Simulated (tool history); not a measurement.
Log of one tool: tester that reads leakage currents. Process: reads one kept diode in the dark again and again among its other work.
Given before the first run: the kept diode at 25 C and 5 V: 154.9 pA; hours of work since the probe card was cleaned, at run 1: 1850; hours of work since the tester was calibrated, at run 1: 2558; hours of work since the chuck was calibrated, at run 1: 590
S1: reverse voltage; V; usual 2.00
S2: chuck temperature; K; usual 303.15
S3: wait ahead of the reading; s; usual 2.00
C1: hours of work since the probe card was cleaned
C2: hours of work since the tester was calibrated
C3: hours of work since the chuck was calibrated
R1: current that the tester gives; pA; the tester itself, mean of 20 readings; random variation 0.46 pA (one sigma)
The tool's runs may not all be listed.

run 1 day=0.000 | S1=2.00 S2=303.15 S3=2.00 | C1=1850 C2=2558 C3=590 | R1=158.41
run 2 day=3.254 | S1=2.00 S2=303.15 S3=2.00 | C1=1909 C2=2618 C3=650 | R1=157.89
run 3 day=5.954 | S1=2.00 S2=303.15 S3=2.00 | C1=1959 C2=2667 C3=699 | R1=156.69
run 4 day=8.900 | S1=7.77 S2=303.15 S3=2.00 | C1=2012 C2=2721 C3=753 | R1=284.93
run 5 day=13.979 | S1=2.00 S2=303.15 S3=3.81 | C1=2105 C2=2813 C3=846 | R1=158.44
run 6 day=17.312 | S1=2.00 S2=303.15 S3=3.81 | C1=2166 C2=2874 C3=907 | R1=159.01
run 7 day=21.188 | S1=2.00 S2=303.15 S3=0.48 | C1=2237 C2=2945 C3=977 | R1=161.56
run 8 day=24.292 | S1=2.00 S2=303.15 S3=0.48 | C1=2293 C2=3002 C3=1034 | R1=161.17
run 9 day=28.850 | S1=2.00 S2=303.15 S3=0.48 | C1=2377 C2=3085 C3=1117 | R1=161.04
-- day=30.175 tester calibrated
run 10 day=32.846 | S1=2.00 S2=303.15 S3=2.23 | C1=2448 C2=49 C3=1189 | R1=158.86
run 11 day=35.642 | S1=2.00 S2=303.15 S3=2.00 | C1=2499 C2=100 C3=1240 | R1=159.25
run 12 day=38.533 | S1=2.00 S2=303.15 S3=2.00 | C1=2552 C2=153 C3=1292 | R1=160.23
run 13 day=41.646 | S1=2.00 S2=303.15 S3=2.00 | C1=2609 C2=209 C3=1349 | R1=159.82
run 14 day=44.825 | S1=2.00 S2=303.15 S3=2.00 | C1=2667 C2=267 C3=1407 | R1=161.19
run 15 day=50.417 | S1=2.00 S2=303.15 S3=1.70 | C1=2769 C2=370 C3=1509 | R1=161.28
run 16 day=55.825 | S1=2.00 S2=303.15 S3=1.70 | C1=2868 C2=468 C3=1608 | R1=162.54
run 17 day=59.525 | S1=2.00 S2=303.15 S3=1.70 | C1=2935 C2=536 C3=1676 | R1=161.56
run 18 day=62.312 | S1=2.00 S2=315.15 S3=1.70 | C1=2986 C2=587 C3=1727 | R1=359.37
run 19 day=66.479 | S1=2.00 S2=303.15 S3=2.00 | C1=3062 C2=663 C3=1803 | R1=162.85
run 20 day=69.562 | S1=2.00 S2=303.15 S3=2.00 | C1=3118 C2=719 C3=1859 | R1=163.73
run 21 day=73.408 | S1=2.00 S2=303.15 S3=2.00 | C1=3189 C2=789 C3=1929 | R1=162.67
run 22 day=77.662 | S1=19.41 S2=296.15 S3=0.60 | C1=3266 C2=867 C3=2007 | R1=295.98
run 23 day=83.271 | S1=15.55 S2=326.15 S3=1.99 | C1=3369 C2=969 C3=2109 | R1=1687.23
run 24 day=87.146 | S1=15.55 S2=326.15 S3=1.99 | C1=3439 C2=1040 C3=2180 | R1=1688.66
run 25 day=91.762 | S1=10.60 S2=312.15 S3=2.04 | C1=3524 C2=1124 C3=2264 | R1=611.34
run 26 day=95.746 | S1=10.60 S2=323.15 S3=3.76 | C1=3596 C2=1197 C3=2337 | R1=1216.66
run 27 day=99.467 | S1=10.60 S2=323.15 S3=3.76 | C1=3664 C2=1265 C3=2405 | R1=1216.29
-- day=101.367 probe card cleaned and baked
-- day=102.412 chuck's temperature calibrated
run 28 day=103.038 | S1=15.48 S2=323.15 S3=2.94 | C1=29 C2=1326 C3=11 | R1=1323.89
run 29 day=107.075 | S1=2.00 S2=298.15 S3=6.33 | C1=103 C2=1400 C3=85 | R1=106.91
run 30 day=111.817 | S1=2.00 S2=298.15 S3=6.33 | C1=189 C2=1487 C3=172 | R1=107.27
run 31 day=114.608 | S1=2.00 S2=298.15 S3=6.33 | C1=240 C2=1538 C3=223 | R1=108.09
run 32 day=120.233 | S1=2.00 S2=298.15 S3=6.33 | C1=343 C2=1640 C3=325 | R1=108.92
run 33 day=125.500 | S1=2.00 S2=332.15 S3=2.35 | C1=439 C2=1737 C3=421 | R1=985.73
run 34 day=130.612 | S1=4.37 S2=313.15 S3=2.00 | C1=532 C2=1830 C3=515 | R1=424.88
run 35 day=133.608 | S1=5.39 S2=303.15 S3=1.42 | C1=587 C2=1885 C3=570 | R1=237.40
run 36 day=138.662 | S1=13.63 S2=303.15 S3=2.00 | C1=679 C2=1977 C3=662 | R1=350.90
run 37 day=143.171 | S1=17.18 S2=309.15 S3=6.26 | C1=762 C2=2059 C3=744 | R1=580.93
run 38 day=147.542 | S1=13.40 S2=303.15 S3=8.00 | C1=842 C2=2139 C3=824 | R1=349.15
run 39 day=150.842 | S1=2.46 S2=324.15 S3=8.00 | C1=902 C2=2199 C3=884 | R1=679.47

Predict each of these 3 candidate next runs independently; none follows another, all start after run 39:
run A day=154.358 | S1=2.46 S2=305.15 S3=8.00 | C1=966 C2=2263 C3=948 | R1=?
run B day=154.358 | S1=5.54 S2=299.15 S3=8.00 | C1=966 C2=2263 C3=948 | R1=?
run C day=154.358 | S1=2.46 S2=317.15 S3=5.78 | C1=966 C2=2263 C3=948 | R1=?

run=A R1=199.12
run=B R1=182.88
run=C R1=437.43
Without the tool's unlogged condition, the same runs would have read:
run=A R1=191.41
run=B R1=173.89
run=C R1=422.87
